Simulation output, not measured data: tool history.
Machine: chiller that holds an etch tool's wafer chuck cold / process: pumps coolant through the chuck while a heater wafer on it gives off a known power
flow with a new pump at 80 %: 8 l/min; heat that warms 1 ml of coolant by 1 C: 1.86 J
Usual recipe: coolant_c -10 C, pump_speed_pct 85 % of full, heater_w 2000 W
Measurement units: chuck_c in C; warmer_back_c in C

Run 1, hour 0.0: usual settings. Result: chuck_c 6.1 C, warmer_back_c 8.21 C.
Run 2, hour 226.8: usual settings. Result: chuck_c 6.1 C, warmer_back_c 8.30 C.
Run 3, hour 419.3: usual settings. Result: chuck_c 6.1 C, warmer_back_c 8.25 C.
Run 4, hour 513.8: usual settings but coolant_c -6 C. Result: chuck_c 10.2 C, warmer_back_c 8.27 C.
At hour 681.0: coolant pump overhauled.
Run 5, hour 681.0: usual settings but coolant_c -6 C. Result: chuck_c 9.3 C, warmer_back_c 7.59 C.
Run 6, hour 908.2: usual settings but coolant_c -6 C. Result: chuck_c 9.3 C, warmer_back_c 7.63 C.
Run 7, hour 1057.6: usual settings but coolant_c -6 C. Result: chuck_c 9.4 C, warmer_back_c 7.67 C.
At hour 1108.7: coolant changed, channels flushed.
Run 8, hour 1224.2: usual settings but coolant_c -6 C. Result: chuck_c 7.5 C, warmer_back_c 7.64 C.
Run 9, hour 1384.4: usual settings but coolant_c -6 C. Result: chuck_c 7.5 C, warmer_back_c 7.76 C.
At hour 1546.9: chiller's thermometer calibrated.
Run 10, hour 1546.9: usual settings but coolant_c -6 C. Result: chuck_c 7.2 C, warmer_back_c 7.72 C.
Run 11, hour 1655.6: usual settings but coolant_c -15 C. Result: chuck_c -1.8 C, warmer_back_c 7.77 C.
Run 12, hour 1767.9: usual settings but coolant_c -15 C. Result: chuck_c -1.7 C, warmer_back_c 7.75 C.
Run 13, hour 1883.4: usual settings but coolant_c -15 C. Result: chuck_c -1.6 C, warmer_back_c 7.74 C.
At hour 1991.3: chiller's thermometer calibrated, once more.
Run 14, hour 2046.7: usual settings but coolant_c -15 C. Result: chuck_c 0.3 C, warmer_back_c 7.90 C.
Run 15, hour 2224.0: usual settings but coolant_c -15 C. Result: chuck_c 0.4 C, warmer_back_c 7.87 C.
Run 16, hour 2388.4: usual settings but coolant_c -15 C. Result: chuck_c 0.4 C, warmer_back_c 7.84 C.
Run 17, hour 2551.5: usual settings but coolant_c -15 C. Result: chuck_c 0.6 C, warmer_back_c 7.93 C.
Run 18, hour 2726.4: usual settings but coolant_c -15 C. Result: chuck_c 0.4 C, warmer_back_c 7.98 C.
Run 19, hour 2926.2: usual settings but coolant_c -19 C, heater_w 2512 W. Result: chuck_c 0.8 C, warmer_back_c 9.99 C.
Run 20, hour 3129.8: usual settings but heater_w 2053 W. Result: chuck_c 6.2 C, warmer_back_c 8.18 C.
Run 21, hour 3312.4: usual settings but pump_speed_pct 66 % of full, heater_w 2053 W. Result: chuck_c 9.6 C, warmer_back_c 10.95 C.
Run 22, hour 3483.7: usual settings but pump_speed_pct 66 % of full, heater_w 2053 W. Result: chuck_c 9.7 C, warmer_back_c 10.97 C.
Run 23, hour 3618.3: usual settings but pump_speed_pct 66 % of full, heater_w 2053 W. Result: chuck_c 9.6 C, warmer_back_c 11.02 C.
Run 24, hour 3799.9: usual settings but pump_speed_pct 66 % of full, heater_w 2053 W. Result: chuck_c 9.8 C, warmer_back_c 11.05 C.
Run 25, hour 3930.7: usual settings but pump_speed_pct 66 % of full, heater_w 2053 W. Result: chuck_c 10.0 C, warmer_back_c 11.03 C.
Run 26, hour 4028.0: usual settings but pump_speed_pct 66 % of full, heater_w 2053 W. Result: chuck_c 10.0 C, warmer_back_c 11.14 C.
Run 27, hour 4230.8: usual settings but pump_speed_pct 66 % of full, heater_w 1421 W. Result: chuck_c 3.7 C, warmer_back_c 7.71 C.
Run 28, hour 4362.6: usual settings but pump_speed_pct 66 % of full, heater_w 1771 W. Result: chuck_c 7.3 C, warmer_back_c 9.70 C.
Run 29, hour 4467.1: usual settings but coolant_c -13 C, pump_speed_pct 74 % of full, heater_w 1323 W. Result: chuck_c -1.1 C, warmer_back_c 6.38 C.
Run 30, hour 4678.5: usual settings but coolant_c -7 C, pump_speed_pct 89 % of full, heater_w 2324 W. Result: chuck_c 11.3 C, warmer_back_c 9.16 C.
Run 31, hour 4867.8: usual settings but coolant_c -9 C, pump_speed_pct 62 % of full, heater_w 2324 W. Result: chuck_c 15.5 C, warmer_back_c 13.68 C.

How would selected steps in chuck_c from run to run divide? Give the signed amount a tool lacking its hidden state would still show from settings, what came in and random variation, and the signed amount left for the hidden state, including any gauge scatter that is not in both of the compared results.
Hidden state at play: heat passed by the chuck's channels, % of clean ones'; flow at a given pump speed, % of a new pump's; coolant's true temperature over the reading, C; drift of the gauge itself on chuck_c, C; drift of the gauge itself on warmer_back_c, C.
Run 4 -> 5: coolant pump overhauled. chuck_c -0.9 C: hidden state -1.0, all else +0.1.
Run 7 -> 8: coolant changed, channels flushed. chuck_c -1.9 C: hidden state -1.9, all else +0.0.
Run 10 -> 11: coolant_c -6 -> -15. chuck_c -9.0 C: hidden state +0.0, all else -9.0.
Run 13 -> 14: chiller's thermometer calibrated, once more. chuck_c +1.9 C: hidden state +1.8, all else +0.1.
Run 28 -> 29: coolant_c -10 -> -13, pump_speed_pct 66 -> 74, heater_w 1771 -> 1323. chuck_c -8.4 C: hidden state -0.7, all else -7.7.
Run 29 -> 30: coolant_c -13 -> -7, pump_speed_pct 74 -> 89, heater_w 1323 -> 2324. chuck_c +12.4 C: hidden state +1.0, all else +11.4.

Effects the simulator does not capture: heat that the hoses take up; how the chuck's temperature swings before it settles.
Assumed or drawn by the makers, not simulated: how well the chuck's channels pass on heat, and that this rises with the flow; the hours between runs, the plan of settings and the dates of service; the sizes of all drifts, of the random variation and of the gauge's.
